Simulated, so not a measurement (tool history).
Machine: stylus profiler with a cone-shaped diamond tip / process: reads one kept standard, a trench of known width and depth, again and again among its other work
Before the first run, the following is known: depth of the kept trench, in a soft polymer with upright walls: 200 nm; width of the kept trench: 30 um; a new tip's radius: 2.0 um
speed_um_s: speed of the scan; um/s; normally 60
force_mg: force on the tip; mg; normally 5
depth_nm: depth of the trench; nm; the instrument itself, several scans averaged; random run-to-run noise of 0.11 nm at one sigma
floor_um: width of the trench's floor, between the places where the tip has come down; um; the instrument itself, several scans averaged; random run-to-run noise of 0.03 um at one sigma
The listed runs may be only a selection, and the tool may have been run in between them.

{"run": 1, "day": 0.0, "speed_um_s": 60, "force_mg": 5, "depth_nm": 202.72, "floor_um": 28.1}
{"run": 2, "day": 4.604, "speed_um_s": 60, "force_mg": 5, "depth_nm": 202.7, "floor_um": 28.08}
{"run": 3, "day": 9.2, "speed_um_s": 60, "force_mg": 5, "depth_nm": 202.75, "floor_um": 28.12}
{"run": 4, "day": 12.371, "speed_um_s": 149, "force_mg": 5, "depth_nm": 202.71, "floor_um": 27.91}
{"run": 5, "day": 16.812, "speed_um_s": 69, "force_mg": 5, "depth_nm": 202.64, "floor_um": 28.06}
{"run": 6, "day": 20.9, "speed_um_s": 69, "force_mg": 5, "depth_nm": 202.64, "floor_um": 28.07}
{"run": 7, "day": 24.433, "speed_um_s": 69, "force_mg": 5, "depth_nm": 202.79, "floor_um": 28.07}
{"run": 8, "day": 29.008, "speed_um_s": 111, "force_mg": 5, "depth_nm": 202.64, "floor_um": 27.98}
{"run": 9, "day": 31.596, "speed_um_s": 60, "force_mg": 5, "depth_nm": 202.59, "floor_um": 28.1}
{"run": 10, "day": 34.054, "speed_um_s": 60, "force_mg": 5, "depth_nm": 202.63, "floor_um": 28.04}
{"run": 11, "day": 37.875, "speed_um_s": 60, "force_mg": 5, "depth_nm": 202.63, "floor_um": 28.07}
{"run": 12, "day": 41.383, "speed_um_s": 60, "force_mg": 5, "depth_nm": 202.42, "floor_um": 28.09}
{"run": 13, "day": 44.696, "speed_um_s": 60, "force_mg": 5, "depth_nm": 202.55, "floor_um": 28.03}
{"run": 14, "day": 48.588, "speed_um_s": 60, "force_mg": 12.35, "depth_nm": 204.93, "floor_um": 28.16}
{"run": 15, "day": 53.533, "speed_um_s": 60, "force_mg": 12.35, "depth_nm": 205, "floor_um": 28.1}
{"run": 16, "day": 57.517, "speed_um_s": 60, "force_mg": 5, "depth_nm": 202.86, "floor_um": 28.08}
{"run": 17, "day": 61.45, "speed_um_s": 60, "force_mg": 5, "depth_nm": 202.76, "floor_um": 28.11}
{"run": 18, "day": 64.05, "speed_um_s": 60, "force_mg": 5, "depth_nm": 202.7, "floor_um": 28.12}
{"run": 19, "day": 68.471, "speed_um_s": 30, "force_mg": 5, "depth_nm": 202.49, "floor_um": 28.14}
{"run": 20, "day": 72.2, "speed_um_s": 30, "force_mg": 5, "depth_nm": 202.56, "floor_um": 28.17}
{"run": 21, "day": 76.396, "speed_um_s": 30, "force_mg": 1.97, "depth_nm": 201.65, "floor_um": 28.14}
{"run": 22, "day": 79.988, "speed_um_s": 30, "force_mg": 1.97, "depth_nm": 201.6, "floor_um": 28.12}
{"run": 23, "day": 83.088, "speed_um_s": 18, "force_mg": 1.95, "depth_nm": 201.42, "floor_um": 28.21}
{"run": 24, "day": 86.342, "speed_um_s": 18, "force_mg": 1.95, "depth_nm": 201.57, "floor_um": 28.13}
{"run": 25, "day": 90.829, "speed_um_s": 235, "force_mg": 3.25, "depth_nm": 202.05, "floor_um": 27.4}
{"run": 26, "day": 93.671, "speed_um_s": 197, "force_mg": 1.94, "depth_nm": 201.51, "floor_um": 27.47}
{"run": 27, "day": 98.067, "speed_um_s": 60, "force_mg": 14.04, "depth_nm": 205.38, "floor_um": 28.08}
{"run": 28, "day": 102.533, "speed_um_s": 60, "force_mg": 4.84, "depth_nm": 202.83, "floor_um": 28.08}
{"day": 106.108, "done": "height scale calibrated on a step standard"}
{"run": 29, "day": 106.392, "speed_um_s": 60, "force_mg": 1.75, "depth_nm": 201.26, "floor_um": 27.99}
{"run": 30, "day": 109.271, "speed_um_s": 109, "force_mg": 9.4, "depth_nm": 204.08, "floor_um": 28.01}
{"day": 109.712, "done": "new tip fitted, height scale calibrated"}
{"run": 31, "day": 113.212, "speed_um_s": 40, "force_mg": 6.4, "depth_nm": 203.18, "floor_um": 28.15}
{"run": 32, "day": 116.221, "speed_um_s": 40, "force_mg": 6.4, "depth_nm": 203.23, "floor_um": 28.1}
{"run": 33, "day": 119.004, "speed_um_s": 40, "force_mg": 6.4, "depth_nm": 203.17, "floor_um": 28.16}
{"run": 34, "day": 121.367, "speed_um_s": 51, "force_mg": 2.6, "depth_nm": 201.76, "floor_um": 28.09}
{"run": 35, "day": 124.75, "speed_um_s": 51, "force_mg": 2.6, "depth_nm": 201.76, "floor_um": 28.08}
{"run": 36, "day": 129.521, "speed_um_s": 17, "force_mg": 2.33, "depth_nm": 201.58, "floor_um": 28.19}
{"run": 37, "day": 132.242, "speed_um_s": 17, "force_mg": 2.33, "depth_nm": 201.82, "floor_um": 28.19}
{"run": 38, "day": 137.133, "speed_um_s": 17, "force_mg": 2.33, "depth_nm": 201.54, "floor_um": 28.2}
{"run": 39, "day": 139.333, "speed_um_s": 17, "force_mg": 2.33, "depth_nm": 201.57, "floor_um": 28.17}
{"run": 40, "day": 142.296, "speed_um_s": 17, "force_mg": 2.33, "depth_nm": 201.67, "floor_um": 28.19}
{"run": 41, "day": 146.771, "speed_um_s": 112, "force_mg": 6.05, "depth_nm": 202.91, "floor_um": 27.96}
{"run": 42, "day": 149.979, "speed_um_s": 112, "force_mg": 6.05, "depth_nm": 202.97, "floor_um": 27.99}
{"run": 43, "day": 152.021, "speed_um_s": 88, "force_mg": 5.38, "depth_nm": 202.77, "floor_um": 28.01}
{"run": 44, "day": 154.792, "speed_um_s": 88, "force_mg": 5.38, "depth_nm": 202.78, "floor_um": 28.03}

Branching from run 44: 3 alternative next runs. What would each branch give?
{"run": "A", "day": 158.708, "speed_um_s": 200, "force_mg": 5.38, "depth_nm": "?", "floor_um": "?"}
{"run": "B", "day": 158.708, "speed_um_s": 229, "force_mg": 5, "depth_nm": "?", "floor_um": "?"}
{"run": "C", "day": 158.708, "speed_um_s": 16, "force_mg": 3.62, "depth_nm": "?", "floor_um": "?"}

run=A depth_nm=202.76 floor_um=27.82
run=B depth_nm=202.63 floor_um=27.66
run=C depth_nm=202.14 floor_um=28.23
Take away the tool's hidden state, keep each run's random variation, and the runs would have read:
run=A depth_nm=202.75 floor_um=27.83
run=B depth_nm=202.63 floor_um=27.67
run=C depth_nm=202.14 floor_um=28.24
